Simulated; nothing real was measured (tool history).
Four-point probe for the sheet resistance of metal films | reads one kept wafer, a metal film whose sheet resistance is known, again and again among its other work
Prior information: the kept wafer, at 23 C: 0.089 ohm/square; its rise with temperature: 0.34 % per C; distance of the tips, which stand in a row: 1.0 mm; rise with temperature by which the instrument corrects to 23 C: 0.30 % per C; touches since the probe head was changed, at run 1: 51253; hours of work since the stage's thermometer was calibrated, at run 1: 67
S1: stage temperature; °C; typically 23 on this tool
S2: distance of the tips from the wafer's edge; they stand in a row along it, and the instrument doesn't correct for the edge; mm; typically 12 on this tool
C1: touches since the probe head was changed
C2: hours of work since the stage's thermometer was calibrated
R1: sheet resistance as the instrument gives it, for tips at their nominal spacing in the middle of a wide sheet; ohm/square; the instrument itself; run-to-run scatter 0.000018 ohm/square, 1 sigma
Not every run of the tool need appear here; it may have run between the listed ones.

run	hour	S1	S2	C1	C2	R1
1	0	23	12	51253	67	0.089342
2	78.1	23	12	53734	111	0.089363
3	146.1	23	12	55896	150	0.089309
4	186.5	29	12	57180	173	0.089508
5	220.8	23	7	58268	193	0.089949
6	284.8	23	7	60301	229	0.089983
7	328.8	29	7	61701	255	0.09016
8	366.9	23	12	62913	276	0.089373
9	433	23	3	65013	314	0.094001
10	502.3	23	44	67213	354	0.089003
11	563.9	19	12	69172	389	0.089189
12	633.4	23	31	71379	429	0.089083
13	706.6	23	6	73706	470	0.090299
14	757	26	3	75307	499	0.094081
15	821.3	26	3	77351	536	0.094103
16	892.4	23	9	79608	576	0.089595
17	943.8	22	11	81241	606	0.089347
18	1013.1	22	11	83443	645	0.089349
19	1054.7	30	4	84767	669	0.092153
20	1120.7	31	53	86865	707	0.089306

Predict each of these 3 candidate next runs independently; none follows another, all start after run 20:
A	1183.7	31	19	88865	743	?
B	1183.7	20	11	88865	743	?
C	1183.7	23	8	88865	743	?

run	R1
A	0.089422
B	0.089273
C	0.089732
Take away the tool's hidden state, keep each run's random variation, and the runs would have read:
run	R1
A	0.089426
B	0.089276
C	0.089735
